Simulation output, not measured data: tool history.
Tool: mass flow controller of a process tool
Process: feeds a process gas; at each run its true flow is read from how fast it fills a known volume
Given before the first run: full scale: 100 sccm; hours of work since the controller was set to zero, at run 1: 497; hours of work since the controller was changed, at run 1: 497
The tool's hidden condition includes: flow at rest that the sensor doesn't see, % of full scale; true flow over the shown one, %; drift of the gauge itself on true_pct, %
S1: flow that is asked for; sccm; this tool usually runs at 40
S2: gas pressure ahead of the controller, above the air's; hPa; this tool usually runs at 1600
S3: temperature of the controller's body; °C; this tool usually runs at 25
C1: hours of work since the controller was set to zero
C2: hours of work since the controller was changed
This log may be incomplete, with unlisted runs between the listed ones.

Run 1, hour 0: usual settings; C1 497; C2 497. Result: true flow (%) 99.08.
Run 2, hour 141.4: usual settings; C1 541; C2 541. Result: true flow (%) 99.15.
Run 3, hour 228.8: usual settings; C1 569; C2 569. Result: true flow (%) 99.07.
Run 4, hour 419.1: usual settings; C1 628; C2 628. Result: true flow (%) 98.99.
Run 5, hour 613: usual settings; C1 688; C2 688. Result: true flow (%) 99.13.
Run 6, hour 750.8: usual settings; C1 731; C2 731. Result: true flow (%) 99.02.
Run 7, hour 902.7: usual settings but S3 28 °C; C1 778; C2 778. Result: true flow (%) 99.06.
Run 8, hour 1058.3: usual settings but S1 41 sccm; C1 826; C2 826. Result: true flow (%) 99.22.
Run 9, hour 1226: usual settings but S1 41 sccm; C1 878; C2 878. Result: true flow (%) 99.16.
Run 10, hour 1325.1: usual settings; C1 909; C2 909. Result: true flow (%) 99.17.
Run 11, hour 1522.8: usual settings; C1 971; C2 971. Result: true flow (%) 99.08.
Run 12, hour 1672: usual settings; C1 1017; C2 1017. Result: true flow (%) 99.1.
Run 13, hour 1765.5: usual settings but S3 34 °C; C1 1046; C2 1046. Result: true flow (%) 98.74.
Run 14, hour 1937.2: usual settings but S1 32 sccm, S2 2690 hPa; C1 1100; C2 1100. Result: true flow (%) 99.21.
Run 15, hour 2034.8: usual settings but S1 32 sccm, S2 2690 hPa; C1 1130; C2 1130. Result: true flow (%) 99.28.
Run 16, hour 2116.2: usual settings but S1 32 sccm, S2 2690 hPa, S3 27 °C; C1 1155; C2 1155. Result: true flow (%) 99.33.
Run 17, hour 2264.9: usual settings but S1 64 sccm, S2 2460 hPa, S3 26 °C; C1 1201; C2 1201. Result: true flow (%) 99.85.
Run 18, hour 2427.1: usual settings but S1 34 sccm, S2 1970 hPa, S3 38 °C; C1 1252; C2 1252. Result: true flow (%) 98.71.
Run 19, hour 2550: usual settings but S1 52 sccm, S2 1660 hPa, S3 33 °C; C1 1290; C2 1290. Result: true flow (%) 99.17.
Run 20, hour 2746.1: usual settings but S1 35 sccm, S2 1660 hPa, S3 33 °C; C1 1351; C2 1351. Result: true flow (%) 98.71.
Run 21, hour 2908.8: usual settings but S1 26 sccm, S2 2580 hPa, S3 20 °C; C1 1401; C2 1401. Result: true flow (%) 99.13.
Run 22, hour 3038.5: usual settings but S1 26 sccm, S2 2580 hPa, S3 20 °C; C1 1442; C2 1442. Result: true flow (%) 99.09.
Run 23, hour 3161: usual settings but S2 1930 hPa, S3 23 °C; C1 1480; C2 1480. Result: true flow (%) 99.35.
Run 24, hour 3282.7: usual settings but S1 17 sccm, S2 2380 hPa, S3 31 °C; C1 1518; C2 1518. Result: true flow (%) 98.14.
Run 25, hour 3400: usual settings but S1 23 sccm, S2 2590 hPa, S3 26 °C; C1 1554; C2 1554. Result: true flow (%) 98.92.

Predict each of these 4 candidate next runs independently; none follows another, all start after run 25:
Run A, hour 3517.7: usual settings but S1 65 sccm, S2 2420 hPa, S3 20 °C; C1 1591; C2 1591. Result: true flow (%) ?.
Run B, hour 3517.7: usual settings but S1 23 sccm, S2 1870 hPa, S3 22 °C; C1 1591; C2 1591. Result: true flow (%) ?.
Run C, hour 3517.7: usual settings but S1 23 sccm, S2 2590 hPa, S3 40 °C; C1 1591; C2 1591. Result: true flow (%) ?.
Run D, hour 3517.7: usual settings but S1 23 sccm, S2 1980 hPa, S3 26 °C; C1 1591; C2 1591. Result: true flow (%) ?.

run  true flow (%)
  A         100.15
  B          98.69
  C          98.42
  D           98.6
With no hidden state in the tool, these same runs would have given:
run  true flow (%)
  A          99.92
  B           99.1
  C          98.84
  D          99.02
